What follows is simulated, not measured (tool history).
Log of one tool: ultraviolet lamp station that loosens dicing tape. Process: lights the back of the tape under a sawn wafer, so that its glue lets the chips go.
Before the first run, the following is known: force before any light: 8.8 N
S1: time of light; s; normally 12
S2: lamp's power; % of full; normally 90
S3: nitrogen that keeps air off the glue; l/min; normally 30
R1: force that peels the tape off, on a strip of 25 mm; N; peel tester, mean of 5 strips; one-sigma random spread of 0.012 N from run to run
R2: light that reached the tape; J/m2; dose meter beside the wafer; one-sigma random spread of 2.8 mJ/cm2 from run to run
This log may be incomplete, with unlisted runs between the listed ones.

{"run": 1, "hour": 0.0, "S1": 12, "S2": 90, "S3": 30, "R1": 0.531, "R2": 3830}
{"run": 2, "hour": 9.5, "S1": 7, "S2": 90, "S3": 30, "R1": 1.634, "R2": 2240}
{"run": 3, "hour": 18.0, "S1": 12, "S2": 90, "S3": 30, "R1": 0.516, "R2": 3870}
{"run": 4, "hour": 27.3, "S1": 12, "S2": 90, "S3": 30, "R1": 0.532, "R2": 3800}
{"run": 5, "hour": 35.2, "S1": 12, "S2": 90, "S3": 30, "R1": 0.529, "R2": 3840}
{"run": 6, "hour": 44.0, "S1": 12, "S2": 92, "S3": 34, "R1": 0.449, "R2": 3910}
{"run": 7, "hour": 48.9, "S1": 12, "S2": 92, "S3": 34, "R1": 0.446, "R2": 3890}
{"run": 8, "hour": 59.1, "S1": 15, "S2": 78, "S3": 31, "R1": 0.426, "R2": 4170}
{"run": 9, "hour": 67.4, "S1": 23, "S2": 90, "S3": 30, "R1": 0.089, "R2": 7270}
{"run": 10, "hour": 71.6, "S1": 23, "S2": 69, "S3": 27, "R1": 0.206, "R2": 5600}

Alternative continuations, all from the tool just after run 10; predict every row:
{"run": "A", "hour": 77.6, "S1": 6, "S2": 67, "S3": 27, "R1": "?", "R2": "?"}
{"run": "B", "hour": 77.6, "S1": 14, "S2": 95, "S3": 42, "R1": "?", "R2": "?"}
{"run": "C", "hour": 77.6, "S1": 22, "S2": 75, "S3": 40, "R1": "?", "R2": "?"}
{"run": "D", "hour": 77.6, "S1": 12, "S2": 69, "S3": 14, "R1": "?", "R2": "?"}

run=A R1=3.216 R2=1440
run=B R1=0.210 R2=4710
run=C R1=0.125 R2=5850
run=D R1=1.754 R2=2890
Take away the tool's hidden state, keep each run's random variation, and the runs would have read:
run=A R1=3.213 R2=1450
run=B R1=0.210 R2=4720
run=C R1=0.124 R2=5850
run=D R1=1.752 R2=2890

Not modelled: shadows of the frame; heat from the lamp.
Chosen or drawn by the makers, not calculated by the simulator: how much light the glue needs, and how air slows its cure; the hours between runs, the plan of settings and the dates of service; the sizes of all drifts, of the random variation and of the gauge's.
